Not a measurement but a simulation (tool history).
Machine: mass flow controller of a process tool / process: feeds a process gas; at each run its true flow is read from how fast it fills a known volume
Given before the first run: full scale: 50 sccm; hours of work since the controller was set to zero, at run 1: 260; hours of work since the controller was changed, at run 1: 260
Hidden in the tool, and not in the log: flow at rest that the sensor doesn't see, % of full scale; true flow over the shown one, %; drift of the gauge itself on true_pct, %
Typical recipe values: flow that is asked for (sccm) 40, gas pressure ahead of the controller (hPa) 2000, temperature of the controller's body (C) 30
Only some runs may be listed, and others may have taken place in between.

run,hour,flow that is asked for (sccm),gas pressure ahead of the controller (hPa),temperature of the controller's body (C),hours of work since the controller was set to zero,hours of work since the controller was changed,true flow (%)
1,0.0,40,2000,30,260,260,99.94
2,67.4,40,2000,30,294,294,99.85
3,140.1,40,2000,30,330,330,99.82
4,200.5,40,2000,30,361,361,99.75
5,244.3,40,2000,30,383,383,99.64
6,304.9,40,2000,40,413,413,100.11
7,357.3,40,2000,40,440,440,100.10
8,397.0,40,2000,40,460,460,100.16
9,452.5,40,2000,30,487,487,99.71
10,497.0,18,1680,30,510,510,98.90
11,541.7,16,1770,36,532,532,98.86
12,611.5,16,1770,36,567,567,98.92
13,651.5,21,1900,21,588,588,98.42
14,721.2,21,1900,21,623,623,98.25
15,757.0,6,1900,30,641,641,96.85
16,792.6,15,2000,30,659,659,98.26
17,844.7,20,1940,24,685,685,98.32

Table of differences, measured result less the result of that run with no hidden state. Run-to-run variation is the same in both. Gauge scatter possibly is not:
run,true flow (%)
1,+0.00
2,-0.02
3,-0.04
4,-0.06
5,-0.08
6,-0.09
7,-0.11
8,-0.13
9,-0.14
10,-0.46
11,-0.56
12,-0.60
13,-0.46
14,-0.50
15,-2.01
16,-0.77
17,-0.60
